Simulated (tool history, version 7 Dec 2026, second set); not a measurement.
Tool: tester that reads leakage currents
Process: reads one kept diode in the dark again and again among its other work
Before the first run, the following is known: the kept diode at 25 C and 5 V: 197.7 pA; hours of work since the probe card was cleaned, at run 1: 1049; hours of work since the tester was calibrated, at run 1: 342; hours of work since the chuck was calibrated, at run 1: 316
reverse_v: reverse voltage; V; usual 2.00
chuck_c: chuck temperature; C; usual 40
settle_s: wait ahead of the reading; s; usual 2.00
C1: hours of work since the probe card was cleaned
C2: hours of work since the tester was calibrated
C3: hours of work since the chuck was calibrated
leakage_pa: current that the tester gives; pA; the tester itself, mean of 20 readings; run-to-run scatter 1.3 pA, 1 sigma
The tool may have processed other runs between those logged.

{"run": 1, "hour": 0.0, "reverse_v": 2.0, "chuck_c": 40, "settle_s": 2.0, "C1": 1049, "C2": 342, "C3": 316, "leakage_pa": 448.09}
{"run": 2, "hour": 30.7, "reverse_v": 2.0, "chuck_c": 40, "settle_s": 2.0, "C1": 1072, "C2": 365, "C3": 339, "leakage_pa": 449.11}
{"run": 3, "hour": 51.7, "reverse_v": 2.0, "chuck_c": 34, "settle_s": 2.0, "C1": 1087, "C2": 381, "C3": 355, "leakage_pa": 285.36}
{"run": 4, "hour": 70.3, "reverse_v": 2.0, "chuck_c": 34, "settle_s": 2.0, "C1": 1101, "C2": 395, "C3": 369, "leakage_pa": 285.03}
{"run": 5, "hour": 105.2, "reverse_v": 2.0, "chuck_c": 27, "settle_s": 2.0, "C1": 1127, "C2": 421, "C3": 395, "leakage_pa": 164.51}
{"run": 6, "hour": 139.1, "reverse_v": 2.0, "chuck_c": 27, "settle_s": 2.0, "C1": 1153, "C2": 446, "C3": 420, "leakage_pa": 164.43}
{"run": 7, "hour": 164.5, "reverse_v": 2.0, "chuck_c": 27, "settle_s": 2.0, "C1": 1172, "C2": 465, "C3": 439, "leakage_pa": 165.01}
{"run": 8, "hour": 184.5, "reverse_v": 2.0, "chuck_c": 27, "settle_s": 2.0, "C1": 1187, "C2": 480, "C3": 454, "leakage_pa": 165.35}
{"run": 9, "hour": 221.3, "reverse_v": 2.0, "chuck_c": 40, "settle_s": 2.0, "C1": 1215, "C2": 508, "C3": 482, "leakage_pa": 449.68}
{"run": 10, "hour": 242.5, "reverse_v": 2.0, "chuck_c": 40, "settle_s": 2.0, "C1": 1230, "C2": 524, "C3": 498, "leakage_pa": 451.17}
{"run": 11, "hour": 268.8, "reverse_v": 2.0, "chuck_c": 40, "settle_s": 4.89, "C1": 1250, "C2": 543, "C3": 517, "leakage_pa": 450.73}
{"run": 12, "hour": 301.3, "reverse_v": 2.0, "chuck_c": 40, "settle_s": 4.89, "C1": 1275, "C2": 568, "C3": 542, "leakage_pa": 453.76}
{"run": 13, "hour": 319.8, "reverse_v": 2.0, "chuck_c": 34, "settle_s": 4.89, "C1": 1288, "C2": 582, "C3": 556, "leakage_pa": 287.53}
{"run": 14, "hour": 342.9, "reverse_v": 1.09, "chuck_c": 33, "settle_s": 2.56, "C1": 1306, "C2": 599, "C3": 573, "leakage_pa": 207.95}
{"run": 15, "hour": 377.7, "reverse_v": 2.0, "chuck_c": 23, "settle_s": 4.68, "C1": 1332, "C2": 625, "C3": 599, "leakage_pa": 120.48}
{"run": 16, "hour": 397.2, "reverse_v": 2.0, "chuck_c": 25, "settle_s": 2.0, "C1": 1346, "C2": 640, "C3": 614, "leakage_pa": 141.68}

Run 17, settings as shown, results not yet in. Your forecast:
{"run": 17, "hour": 413.2, "reverse_v": 3.51, "chuck_c": 25, "settle_s": 1.34, "C1": 1358, "C2": 652, "C3": 626, "leakage_pa": "?"}

leakage_pa: 180.12 pA
Were there no unlogged condition in the tool, this run, its random variation unchanged, would have produced leakage_pa 172.52 pA.
